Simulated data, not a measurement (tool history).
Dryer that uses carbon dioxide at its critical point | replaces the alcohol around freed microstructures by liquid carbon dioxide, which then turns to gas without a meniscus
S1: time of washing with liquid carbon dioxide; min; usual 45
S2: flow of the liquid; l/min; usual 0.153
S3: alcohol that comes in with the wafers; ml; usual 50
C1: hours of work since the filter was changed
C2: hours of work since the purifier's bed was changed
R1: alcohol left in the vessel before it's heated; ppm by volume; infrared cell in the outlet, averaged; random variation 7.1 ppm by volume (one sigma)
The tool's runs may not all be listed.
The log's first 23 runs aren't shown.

run,hour,S1,S2,S3,C1,C2,R1
24,426.8,45,0.201,50,18,663,191
25,440.1,54,0.098,60,27,672,1347
26,451.2,34,0.129,36,35,680,1693
27,468.4,34,0.129,36,47,692,1715
28,489.9,65,0.129,36,63,708,221
29,511.5,39,0.176,43,78,723,494
30,533.6,43,0.156,102,94,739,1119
31,555.9,38,0.156,24,110,755,536
32,572.6,38,0.156,37,122,767,794
33,598.5,64,0.222,50,141,786,130
34,619.8,64,0.222,50,156,801,129
35,638.1,29,0.153,68,169,814,3803
36,663.6,45,0.234,58,188,833,211
37,684.1,45,0.236,94,202,847,251
38,699.0,45,0.236,94,213,858,275
39,717.4,47,0.092,51,226,871,3285
40,739.2,47,0.092,51,242,887,3433
41,751.3,48,0.231,71,251,896,230
# hour 759.2: inlet filter changed
42,766.0,40,0.153,22,5,906,400
43,778.9,45,0.231,102,14,915,217
44,796.1,45,0.231,102,27,927,216
45,819.2,29,0.196,23,43,944,560
46,838.2,57,0.196,73,57,957,175
47,853.1,57,0.154,109,68,968,398
48,871.3,57,0.154,109,81,981,394

Forecast each of these 3 alternatives for the next run:
A,888.0,57,0.154,32,93,993,?
B,888.0,37,0.126,109,93,993,?
C,888.0,45,0.207,100,93,993,?

run,R1
A,239
B,4453
C,332
Without the tool's hidden state the same runs would have given:
run,R1
A,63
B,3523
C,127

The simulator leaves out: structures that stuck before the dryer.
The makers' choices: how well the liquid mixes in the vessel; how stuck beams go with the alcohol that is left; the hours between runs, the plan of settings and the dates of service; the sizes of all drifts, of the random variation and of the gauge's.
